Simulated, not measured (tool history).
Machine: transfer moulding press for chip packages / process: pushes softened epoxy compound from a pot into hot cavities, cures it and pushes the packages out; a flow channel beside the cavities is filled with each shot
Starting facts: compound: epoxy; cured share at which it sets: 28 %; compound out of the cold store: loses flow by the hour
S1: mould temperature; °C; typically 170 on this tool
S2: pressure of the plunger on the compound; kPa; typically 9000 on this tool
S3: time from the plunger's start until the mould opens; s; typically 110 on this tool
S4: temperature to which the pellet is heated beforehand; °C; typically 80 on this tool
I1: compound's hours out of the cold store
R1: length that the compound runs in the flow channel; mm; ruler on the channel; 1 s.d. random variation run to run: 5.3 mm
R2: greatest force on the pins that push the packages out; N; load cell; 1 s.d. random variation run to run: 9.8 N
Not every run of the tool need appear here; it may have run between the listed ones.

{"run": 1, "hour": 0.0, "S1": 170, "S2": 9000, "S3": 110, "S4": 80, "I1": 35.2, "R1": 523, "R2": 435}
{"run": 2, "hour": 27.7, "S1": 170, "S2": 9000, "S3": 110, "S4": 80, "I1": 36.7, "R1": 527, "R2": 451}
{"run": 3, "hour": 51.9, "S1": 170, "S2": 9000, "S3": 110, "S4": 80, "I1": 23.7, "R1": 551, "R2": 446}
{"run": 4, "hour": 72.9, "S1": 170, "S2": 9000, "S3": 110, "S4": 80, "I1": 43.6, "R1": 504, "R2": 431}
{"run": 5, "hour": 90.5, "S1": 170, "S2": 9000, "S3": 110, "S4": 80, "I1": 25, "R1": 540, "R2": 452}
{"run": 6, "hour": 114.6, "S1": 170, "S2": 7190, "S3": 110, "S4": 80, "I1": 20.3, "R1": 492, "R2": 438}
{"run": 7, "hour": 134.3, "S1": 170, "S2": 9000, "S3": 110, "S4": 80, "I1": 14.6, "R1": 558, "R2": 448}
{"run": 8, "hour": 147.2, "S1": 170, "S2": 9000, "S3": 110, "S4": 80, "I1": 9.8, "R1": 567, "R2": 452}
{"run": 9, "hour": 174.3, "S1": 170, "S2": 9000, "S3": 110, "S4": 80, "I1": 28.8, "R1": 537, "R2": 447}
{"run": 10, "hour": 192.4, "S1": 170, "S2": 9000, "S3": 110, "S4": 80, "I1": 8.1, "R1": 577, "R2": 460}
{"run": 11, "hour": 208.1, "S1": 170, "S2": 9000, "S3": 110, "S4": 80, "I1": 28.5, "R1": 537, "R2": 444}
{"run": 12, "hour": 223.7, "S1": 170, "S2": 9000, "S3": 110, "S4": 80, "I1": 11.2, "R1": 569, "R2": 441}
{"run": 13, "hour": 237.9, "S1": 170, "S2": 9000, "S3": 110, "S4": 80, "I1": 20.7, "R1": 550, "R2": 459}
{"run": 14, "hour": 261.6, "S1": 167, "S2": 9000, "S3": 110, "S4": 80, "I1": 37.3, "R1": 535, "R2": 474}
{"run": 15, "hour": 276.2, "S1": 173, "S2": 7090, "S3": 103, "S4": 85, "I1": 38.6, "R1": 464, "R2": 438}
{"run": 16, "hour": 290.7, "S1": 170, "S2": 7710, "S3": 110, "S4": 80, "I1": 21, "R1": 503, "R2": 442}
{"run": 17, "hour": 314.4, "S1": 170, "S2": 7720, "S3": 110, "S4": 87, "I1": 10.6, "R1": 532, "R2": 449}
{"run": 18, "hour": 341.0, "S1": 168, "S2": 10610, "S3": 123, "S4": 80, "I1": 43.6, "R1": 564, "R2": 455}
{"run": 19, "hour": 357.2, "S1": 173, "S2": 10610, "S3": 104, "S4": 80, "I1": 18.8, "R1": 593, "R2": 436}
{"run": 20, "hour": 378.5, "S1": 167, "S2": 7380, "S3": 110, "S4": 80, "I1": 26.7, "R1": 492, "R2": 470}
{"run": 21, "hour": 407.7, "S1": 167, "S2": 7380, "S3": 110, "S4": 80, "I1": 24.8, "R1": 499, "R2": 473}
{"run": 22, "hour": 436.1, "S1": 167, "S2": 7380, "S3": 110, "S4": 80, "I1": 36.7, "R1": 481, "R2": 469}
{"run": 23, "hour": 452.9, "S1": 165, "S2": 7380, "S3": 110, "S4": 80, "I1": 41.3, "R1": 474, "R2": 515}
{"run": 24, "hour": 475.8, "S1": 169, "S2": 10220, "S3": 141, "S4": 80, "I1": 26.9, "R1": 568, "R2": 421}

Put back what was entered between runs (5 entries, withheld): which listed runs does each sit between, and how does the hidden state differ from the listed run before to the listed run after?
Between runs 5 and 6: cavities cleaned with cleaning compound and waxed (hour 99); mould's thermocouples calibrated (hour 110.5)
  true mould temperature over the reading, C: 0.01 -> 0; pressure that reaches the compound, % of what is set: 99.96 -> 99.95; grip of the stained cavities, % over clean ones': 0.9 -> 0.3
Between runs 10 and 11: cavities cleaned with cleaning compound and waxed (hour 199.5)
  grip of the stained cavities, % over clean ones': 0.9 -> 0.2
Between runs 16 and 17: cavities cleaned with cleaning compound and waxed (hour 297.1)
  pressure that reaches the compound, % of what is set: 99.87 -> 99.86; grip of the stained cavities, % over clean ones': 0.9 -> 0.3
Between runs 20 and 21: cavities cleaned with cleaning compound and waxed (hour 395.6)
  pressure that reaches the compound, % of what is set: 99.84 -> 99.82; grip of the stained cavities, % over clean ones': 0.9 -> 0.2
